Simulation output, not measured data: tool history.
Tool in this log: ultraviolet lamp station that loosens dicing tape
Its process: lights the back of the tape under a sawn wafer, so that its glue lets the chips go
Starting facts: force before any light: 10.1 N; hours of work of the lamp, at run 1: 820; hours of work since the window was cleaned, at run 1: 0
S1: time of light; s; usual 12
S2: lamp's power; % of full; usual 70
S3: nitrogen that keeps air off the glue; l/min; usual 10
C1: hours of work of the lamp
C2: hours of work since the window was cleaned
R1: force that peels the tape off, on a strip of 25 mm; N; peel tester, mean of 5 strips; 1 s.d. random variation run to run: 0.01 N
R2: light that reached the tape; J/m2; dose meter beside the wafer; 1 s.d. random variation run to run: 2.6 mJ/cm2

Run 1, hour 0: usual settings; C1 820; C2 0. Result: R1 0.413 N, R2 3370 J/m2.
Run 2, hour 32.1: usual settings but S3 9 l/min; C1 841; C2 21. Result: R1 0.457 N, R2 3380 J/m2.
Run 3, hour 71.9: usual settings but S3 9 l/min; C1 867; C2 47. Result: R1 0.478 N, R2 3420 J/m2.
Run 4, hour 102.1: usual settings but S3 9 l/min; C1 886; C2 67. Result: R1 0.46 N, R2 3430 J/m2.
Run 5, hour 149.3: usual settings but S2 65 % of full; C1 917; C2 97. Result: R1 0.526 N, R2 3120 J/m2.
At hour 184.9: lamp changed.
Run 6, hour 184.9: usual settings but S2 65 % of full; C1 0; C2 120. Result: R1 0.503 N, R2 3190 J/m2.
Run 7, hour 230.1: usual settings but S2 65 % of full; C1 30; C2 149. Result: R1 0.509 N, R2 3220 J/m2.
Run 8, hour 274.6: usual settings but S1 6 s; C1 58; C2 178. Result: R1 1.813 N, R2 1730 J/m2.
Run 9, hour 323.3: usual settings but S1 16 s; C1 90; C2 210. Result: R1 0.255 N, R2 4590 J/m2.
Run 10, hour 345.1: usual settings but S2 76 % of full; C1 105; C2 225. Result: R1 0.356 N, R2 3690 J/m2.
At hour 358.5: window cleaned of glue's vapour.
Run 11, hour 385.4: usual settings but S2 76 % of full; C1 131; C2 18. Result: R1 0.375 N, R2 3740 J/m2.
Run 12, hour 409.2: usual settings but S2 76 % of full, S3 13 l/min; C1 146; C2 33. Result: R1 0.34 N, R2 3700 J/m2.
Run 13, hour 450.8: usual settings but S2 76 % of full, S3 13 l/min; C1 173; C2 60. Result: R1 0.326 N, R2 3730 J/m2.
Run 14, hour 479.1: usual settings but S1 18 s, S3 5 l/min; C1 192; C2 79. Result: R1 0.255 N, R2 5160 J/m2.
Run 15, hour 506.2: usual settings but S1 18 s, S3 6 l/min; C1 209; C2 96. Result: R1 0.22 N, R2 5100 J/m2.
Run 16, hour 551.2: usual settings but S1 18 s, S3 6 l/min; C1 239; C2 126. Result: R1 0.249 N, R2 5140 J/m2.
Run 17, hour 596.7: usual settings but S1 18 s, S2 90 % of full, S3 5 l/min; C1 268; C2 155. Result: R1 0.187 N, R2 6610 J/m2.
Run 18, hour 619.1: usual settings but S1 18 s, S2 90 % of full, S3 5 l/min; C1 283; C2 170. Result: R1 0.189 N, R2 6610 J/m2.
Run 19, hour 662.7: usual settings but S1 18 s, S2 90 % of full, S3 5 l/min; C1 311; C2 198. Result: R1 0.187 N, R2 6560 J/m2.
Run 20, hour 684: usual settings but S1 18 s, S2 66 % of full, S3 5 l/min; C1 325; C2 212. Result: R1 0.267 N, R2 4840 J/m2.
Run 21, hour 706.8: usual settings but S1 18 s, S2 66 % of full, S3 5 l/min; C1 340; C2 227. Result: R1 0.267 N, R2 4890 J/m2.
At hour 715: window cleaned of glue's vapour.
Run 22, hour 757.8: usual settings but S1 18 s, S2 66 % of full, S3 5 l/min; C1 373; C2 28. Result: R1 0.277 N, R2 4900 J/m2.
Run 23, hour 793.3: usual settings but S3 5 l/min; C1 396; C2 51. Result: R1 0.565 N, R2 3390 J/m2.
Run 24, hour 839.1: usual settings but S3 5 l/min; C1 426; C2 81. Result: R1 0.599 N, R2 3460 J/m2.
Run 25, hour 872.4: usual settings but S3 4 l/min; C1 448; C2 103. Result: R1 0.657 N, R2 3410 J/m2.

What if the next run were any one of these 5? Each begins from the tool's condition after run 25:
Run A, hour 901.8: usual settings but S1 13 s, S3 4 l/min; C1 467; C2 122. Result: R1 ?, R2 ?.
Run B, hour 901.8: usual settings but S1 11 s, S3 4 l/min; C1 467; C2 122. Result: R1 ?, R2 ?.
Run C, hour 901.8: usual settings but S2 91 % of full, S3 8 l/min; C1 467; C2 122. Result: R1 ?, R2 ?.
Run D, hour 901.8: usual settings but S1 13 s, S2 63 % of full, S3 9 l/min; C1 467; C2 122. Result: R1 ?, R2 ?.
Run E, hour 901.8: usual settings but S3 6 l/min; C1 467; C2 122. Result: R1 ?, R2 ?.

run     R1    R2
  A  0.558  3730
  B  0.795  3090
  C   0.28  4470
  D  0.479  3330
  E  0.541  3430
Had the tool no hidden state, the same runs would have come out as:
run     R1    R2
  A  0.557  3740
  B  0.792  3100
  C  0.279  4470
  D  0.478  3340
  E  0.539  3440

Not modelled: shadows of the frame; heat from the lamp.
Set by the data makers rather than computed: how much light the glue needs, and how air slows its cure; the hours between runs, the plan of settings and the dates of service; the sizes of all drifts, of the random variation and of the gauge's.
